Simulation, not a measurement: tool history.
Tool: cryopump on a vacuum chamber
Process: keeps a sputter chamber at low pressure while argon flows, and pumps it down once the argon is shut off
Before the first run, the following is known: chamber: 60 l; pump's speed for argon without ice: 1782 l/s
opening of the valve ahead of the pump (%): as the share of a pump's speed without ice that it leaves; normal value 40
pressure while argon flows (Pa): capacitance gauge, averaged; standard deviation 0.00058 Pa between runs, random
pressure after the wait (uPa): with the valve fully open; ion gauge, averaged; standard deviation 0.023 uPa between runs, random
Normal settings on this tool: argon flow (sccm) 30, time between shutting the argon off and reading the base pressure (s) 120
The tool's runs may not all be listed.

run,hour,argon flow (sccm),time between shutting the argon off and reading the base pressure (s),opening of the valve ahead of the pump (%),pressure while argon flows (Pa),pressure after the wait (uPa)
1,0.0,30,120,40,0.0729,1.08
2,17.8,30,120,40,0.0724,1.05
3,36.7,30,120,40,0.0721,1.08
4,52.4,30,120,40,0.0739,1.13
5,63.9,30,120,40,0.0726,1.10
6,80.0,30,120,40,0.0728,1.13
7,90.9,17,120,40,0.0410,1.13
8,110.1,17,120,40,0.0408,1.17
9,126.4,24,227,40,0.0576,0.84
10,142.6,46,120,27,0.1636,1.13
11,155.0,46,120,27,0.1642,1.20
12,174.7,42,26,37,0.1112,3.36
13,194.6,19,120,23,0.0807,1.16
14,206.2,17,50,28,0.0587,2.05
15,227.0,19,120,19,0.0966,1.23

Alternative continuations, all from the tool just after run 15; predict every row:
A,241.9,19,31,19,?,?
B,241.9,36,63,26,?,?
C,241.9,31,120,40,?,?
D,241.9,24,120,17,?,?
E,241.9,32,258,18,?,?

run,pressure while argon flows (Pa),pressure after the wait (uPa)
A,0.0968,3.01
B,0.1351,1.87
C,0.0773,1.19
D,0.1369,1.23
E,0.1719,0.82
With no hidden state in the tool, these same runs would have given:
run,pressure while argon flows (Pa),pressure after the wait (uPa)
A,0.0949,2.61
B,0.1314,1.46
C,0.0742,0.79
D,0.1345,0.82
E,0.1686,0.43
